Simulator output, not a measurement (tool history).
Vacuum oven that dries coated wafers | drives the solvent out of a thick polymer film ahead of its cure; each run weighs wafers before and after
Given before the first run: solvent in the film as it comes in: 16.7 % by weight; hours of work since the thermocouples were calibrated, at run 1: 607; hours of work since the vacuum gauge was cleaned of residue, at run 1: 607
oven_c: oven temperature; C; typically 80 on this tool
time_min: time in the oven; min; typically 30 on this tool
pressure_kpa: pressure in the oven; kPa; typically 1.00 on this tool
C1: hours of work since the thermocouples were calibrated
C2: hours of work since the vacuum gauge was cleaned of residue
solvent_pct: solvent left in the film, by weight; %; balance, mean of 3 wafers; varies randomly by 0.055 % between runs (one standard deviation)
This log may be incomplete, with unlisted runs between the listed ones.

Run 1, hour 0.0: usual settings; C1 607; C2 607. Result: solvent_pct 2.75 %.
Run 2, hour 24.1: usual settings; C1 623; C2 623. Result: solvent_pct 2.86 %.
Run 3, hour 48.9: usual settings; C1 638; C2 638. Result: solvent_pct 2.90 %.
Run 4, hour 73.4: usual settings; C1 654; C2 654. Result: solvent_pct 2.92 %.
Run 5, hour 97.1: usual settings; C1 669; C2 669. Result: solvent_pct 2.90 %.
Run 6, hour 137.1: usual settings but oven_c 69 C; C1 694; C2 694. Result: solvent_pct 5.60 %.
Run 7, hour 181.0: usual settings but pressure_kpa 1.18 kPa; C1 722; C2 722. Result: solvent_pct 3.20 %.
Run 8, hour 222.3: usual settings; C1 748; C2 748. Result: solvent_pct 2.94 %.
Run 9, hour 259.3: usual settings; C1 771; C2 771. Result: solvent_pct 2.91 %.
Run 10, hour 291.9: usual settings; C1 792; C2 792. Result: solvent_pct 2.85 %.
Run 11, hour 331.9: usual settings; C1 817; C2 817. Result: solvent_pct 3.00 %.
Run 12, hour 372.6: usual settings but pressure_kpa 1.53 kPa; C1 842; C2 842. Result: solvent_pct 3.79 %.
Run 13, hour 397.5: usual settings but pressure_kpa 1.53 kPa; C1 858; C2 858. Result: solvent_pct 3.73 %.
Run 14, hour 427.7: usual settings but oven_c 65 C; C1 877; C2 877. Result: solvent_pct 6.85 %.
Run 15, hour 472.9: usual settings but pressure_kpa 0.51 kPa; C1 906; C2 906. Result: solvent_pct 2.38 %.
Run 16, hour 504.0: usual settings but pressure_kpa 0.61 kPa; C1 925; C2 925. Result: solvent_pct 2.55 %.
At hour 530.6: oven's thermocouples calibrated.
Run 17, hour 546.2: usual settings but pressure_kpa 0.61 kPa; C1 10; C2 951. Result: solvent_pct 2.24 %.
Run 18, hour 589.6: usual settings but pressure_kpa 0.61 kPa; C1 37; C2 978. Result: solvent_pct 2.25 %.
Run 19, hour 631.8: usual settings but pressure_kpa 0.61 kPa; C1 64; C2 1005. Result: solvent_pct 2.32 %.
Run 20, hour 663.3: usual settings but pressure_kpa 0.61 kPa; C1 84; C2 1025. Result: solvent_pct 2.30 %.
Run 21, hour 689.1: usual settings; C1 100; C2 1041. Result: solvent_pct 2.84 %.
Run 22, hour 731.4: usual settings; C1 127; C2 1068. Result: solvent_pct 2.88 %.
Run 23, hour 761.0: usual settings but time_min 22 min; C1 145; C2 1086. Result: solvent_pct 3.76 %.
Run 24, hour 813.2: usual settings but oven_c 85 C, time_min 41 min, pressure_kpa 1.27 kPa; C1 178; C2 1119. Result: solvent_pct 2.29 %.
Run 25, hour 849.4: usual settings but oven_c 85 C, time_min 41 min, pressure_kpa 1.27 kPa; C1 201; C2 1142. Result: solvent_pct 2.22 %.
Run 26, hour 896.3: usual settings but oven_c 75 C, time_min 41 min, pressure_kpa 1.39 kPa; C1 231; C2 1172. Result: solvent_pct 4.15 %.
Run 27, hour 948.7: usual settings but oven_c 89 C, time_min 52 min, pressure_kpa 0.51 kPa; C1 264; C2 1205. Result: solvent_pct 1.05 %.
Run 28, hour 981.8: usual settings but oven_c 72 C, time_min 52 min, pressure_kpa 0.69 kPa; C1 285; C2 1225. Result: solvent_pct 3.00 %.
Run 29, hour 1034.1: usual settings but oven_c 84 C, time_min 42 min, pressure_kpa 1.08 kPa; C1 318; C2 1258. Result: solvent_pct 2.29 %.
Run 30, hour 1056.6: usual settings but oven_c 92 C, time_min 35 min, pressure_kpa 1.08 kPa; C1 332; C2 1273. Result: solvent_pct 1.50 %.
Run 31, hour 1085.7: usual settings but oven_c 92 C, time_min 35 min, pressure_kpa 1.08 kPa; C1 350; C2 1291. Result: solvent_pct 1.62 %.
Run 32, hour 1118.9: usual settings but oven_c 92 C, time_min 35 min, pressure_kpa 1.08 kPa; C1 371; C2 1312. Result: solvent_pct 1.63 %.
Run 33, hour 1161.6: usual settings but oven_c 92 C, time_min 35 min, pressure_kpa 1.08 kPa; C1 398; C2 1339. Result: solvent_pct 1.67 %.
Run 34, hour 1183.6: usual settings but oven_c 92 C, time_min 35 min, pressure_kpa 1.08 kPa; C1 412; C2 1353. Result: solvent_pct 1.67 %.
Run 35, hour 1234.3: usual settings but oven_c 93 C, time_min 18 min; C1 444; C2 1385. Result: solvent_pct 2.25 %.
Run 36, hour 1256.2: usual settings but oven_c 81 C, time_min 20 min, pressure_kpa 0.62 kPa; C1 458; C2 1399. Result: solvent_pct 3.63 %.
Run 37, hour 1279.4: usual settings but time_min 26 min; C1 472; C2 1413. Result: solvent_pct 3.58 %.
Run 38, hour 1323.0: usual settings but time_min 44 min, pressure_kpa 0.62 kPa; C1 500; C2 1441. Result: solvent_pct 2.06 %.
Run 39, hour 1375.8: usual settings but time_min 23 min; C1 533; C2 1474. Result: solvent_pct 3.96 %.
Run 40, hour 1427.9: usual settings but oven_c 91 C, pressure_kpa 2.80 kPa; C1 566; C2 1507. Result: solvent_pct 3.60 %.
Run 41, hour 1480.4: usual settings but oven_c 88 C, time_min 29 min, pressure_kpa 3.76 kPa; C1 599; C2 1540. Result: solvent_pct 5.11 %.
Run 42, hour 1511.4: usual settings but oven_c 91 C, time_min 22 min, pressure_kpa 2.22 kPa; C1 619; C2 1560. Result: solvent_pct 3.39 %.
Run 43, hour 1561.2: usual settings but oven_c 91 C, time_min 16 min, pressure_kpa 2.22 kPa; C1 650; C2 1591. Result: solvent_pct 4.01 %.
Run 44, hour 1601.5: usual settings but oven_c 88 C, time_min 16 min, pressure_kpa 0.60 kPa; C1 675; C2 1616. Result: solvent_pct 3.05 %.
Run 45, hour 1643.2: usual settings but oven_c 88 C, time_min 16 min, pressure_kpa 0.60 kPa; C1 702; C2 1643. Result: solvent_pct 3.16 %.

Branching from run 45: 3 alternative next runs. What would each branch give?
Run A, hour 1680.8: usual settings but oven_c 88 C, time_min 25 min, pressure_kpa 0.60 kPa; C1 725; C2 1666. Result: solvent_pct ?.
Run B, hour 1680.8: usual settings but oven_c 74 C; C1 725; C2 1666. Result: solvent_pct ?.
Run C, hour 1680.8: usual settings but oven_c 68 C, time_min 15 min, pressure_kpa 0.60 kPa; C1 725; C2 1666. Result: solvent_pct ?.

run  solvent_pct
  A         1.90
  B         4.78
  C         8.41
What these runs would have given with no unlogged condition in the tool:
run  solvent_pct
  A         1.05
  B         3.33
  C         7.07
